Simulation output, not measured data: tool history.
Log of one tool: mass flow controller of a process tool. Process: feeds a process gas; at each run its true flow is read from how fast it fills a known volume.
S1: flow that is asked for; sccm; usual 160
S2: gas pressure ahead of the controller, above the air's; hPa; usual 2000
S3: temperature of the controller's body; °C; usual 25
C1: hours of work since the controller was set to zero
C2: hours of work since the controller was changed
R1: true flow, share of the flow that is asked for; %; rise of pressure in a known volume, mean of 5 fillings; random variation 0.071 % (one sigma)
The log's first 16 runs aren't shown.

run 17 hour=3483.3 | S1=160 S2=2000 S3=25 | C1=2151 C2=2151 | R1=99.35
run 18 hour=3782.3 | S1=160 S2=2000 S3=25 | C1=2258 C2=2258 | R1=99.23
run 19 hour=3963.7 | S1=160 S2=2440 S3=25 | C1=2323 C2=2323 | R1=99.52
run 20 hour=4239.1 | S1=160 S2=2000 S3=33 | C1=2422 C2=2422 | R1=100.03
run 21 hour=4382.8 | S1=160 S2=2000 S3=33 | C1=2473 C2=2473 | R1=99.86
run 22 hour=4586.6 | S1=160 S2=2000 S3=33 | C1=2546 C2=2546 | R1=99.87
run 23 hour=4881.3 | S1=180 S2=2020 S3=21 | C1=2652 C2=2652 | R1=99.06
-- hour=4910.7 controller's zero set anew
run 24 hour=5085.9 | S1=142 S2=2030 S3=28 | C1=63 C2=2725 | R1=99.23
run 25 hour=5292.1 | S1=38 S2=1580 S3=22 | C1=137 C2=2799 | R1=96.35
run 26 hour=5561.2 | S1=38 S2=1580 S3=22 | C1=233 C2=2895 | R1=96.26
run 27 hour=5730.2 | S1=38 S2=1580 S3=22 | C1=294 C2=2956 | R1=96.4
run 28 hour=6026.3 | S1=38 S2=1580 S3=22 | C1=400 C2=3062 | R1=96.27
-- hour=6159.4 controller's zero set anew, once more
run 29 hour=6298.9 | S1=147 S2=1840 S3=21 | C1=50 C2=3160 | R1=99.05
run 30 hour=6588.8 | S1=147 S2=1840 S3=21 | C1=154 C2=3263 | R1=98.87
run 31 hour=6834.5 | S1=147 S2=1840 S3=21 | C1=242 C2=3352 | R1=99.1
run 32 hour=6999.6 | S1=25 S2=2150 S3=37 | C1=301 C2=3411 | R1=99.9
run 33 hour=7189.2 | S1=21 S2=1830 S3=29 | C1=369 C2=3479 | R1=98.78
run 34 hour=7508.8 | S1=21 S2=1830 S3=29 | C1=484 C2=3593 | R1=98.41
run 35 hour=7797.5 | S1=21 S2=1960 S3=29 | C1=587 C2=3697 | R1=98.67
run 36 hour=7942.1 | S1=161 S2=1750 S3=25 | C1=639 C2=3749 | R1=99.28
run 37 hour=8125.3 | S1=161 S2=1750 S3=25 | C1=705 C2=3814 | R1=99.22

Forecast run 38:
run 38 hour=8367.5 | S1=37 S2=1750 S3=25 | C1=792 C2=3901 | R1=?

{"run 38": {"R1": 98.42}}
Without the tool's hidden state the same run would have given R1 99.43 %.

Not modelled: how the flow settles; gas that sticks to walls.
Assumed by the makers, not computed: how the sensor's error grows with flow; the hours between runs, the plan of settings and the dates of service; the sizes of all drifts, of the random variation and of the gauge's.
